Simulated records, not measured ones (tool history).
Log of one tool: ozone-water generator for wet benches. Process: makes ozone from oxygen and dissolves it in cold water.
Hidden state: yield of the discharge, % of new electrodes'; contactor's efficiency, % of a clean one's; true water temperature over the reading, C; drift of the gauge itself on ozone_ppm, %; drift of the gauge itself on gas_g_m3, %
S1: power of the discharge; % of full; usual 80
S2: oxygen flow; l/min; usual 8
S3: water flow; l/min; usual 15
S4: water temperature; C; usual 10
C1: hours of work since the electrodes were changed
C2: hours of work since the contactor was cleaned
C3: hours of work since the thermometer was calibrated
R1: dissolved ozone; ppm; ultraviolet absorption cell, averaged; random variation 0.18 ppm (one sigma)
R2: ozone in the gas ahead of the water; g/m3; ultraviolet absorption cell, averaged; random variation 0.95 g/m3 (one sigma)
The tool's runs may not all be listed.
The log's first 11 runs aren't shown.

run	hour	S1	S2	S3	S4	C1	C2	C3	R1	R2
12	1276.1	80	12.67	16	10	1220	1053	4814	21.9	124.8
13	1420.5	80	8	15	10	1323	1156	4916	25.4	164.6
14	1560.2	81	8	15	10	1422	1255	5015	25.4	163.5
15	1686.2	80	7.65	15	10	1511	1344	5105	25.8	169.6
16	1772.9	80	7.65	15	10	1573	1406	5166	25.5	169.9
# hour 1830.3: gauge calibrated
# hour 1843.7: water thermometer calibrated
17	1904.7	42	8.93	16	18	1666	1499	43	14.4	109.1
18	2007.9	92	5.11	16	18	1739	1572	116	23.9	228.5
19	2083.1	53	8	15	10	1793	1626	170	20.5	130.5
20	2238.1	53	7.51	18	7	1902	1735	280	18.4	135.8
21	2348.1	73	8	11	13	1981	1814	358	28.5	154.9
22	2486.8	73	8	11	13	2079	1912	456	29.1	154.5
23	2588.6	68	8	10	13	2151	1984	528	29.4	150.9
24	2733.9	68	8	10	13	2254	2087	631	30.2	151.7
25	2808.5	80	12.01	15	14	2307	2140	684	21.2	127.5

The next listed run, before its measurement:
26	2969.3	45	5.2	15	14	2421	2254	798	?	?

{"run 26": {"R1": 18.6, "R2": 158.6}}
Without the tool's hidden state the same run would have given R1 18.6 ppm, R2 155.8 g/m3.
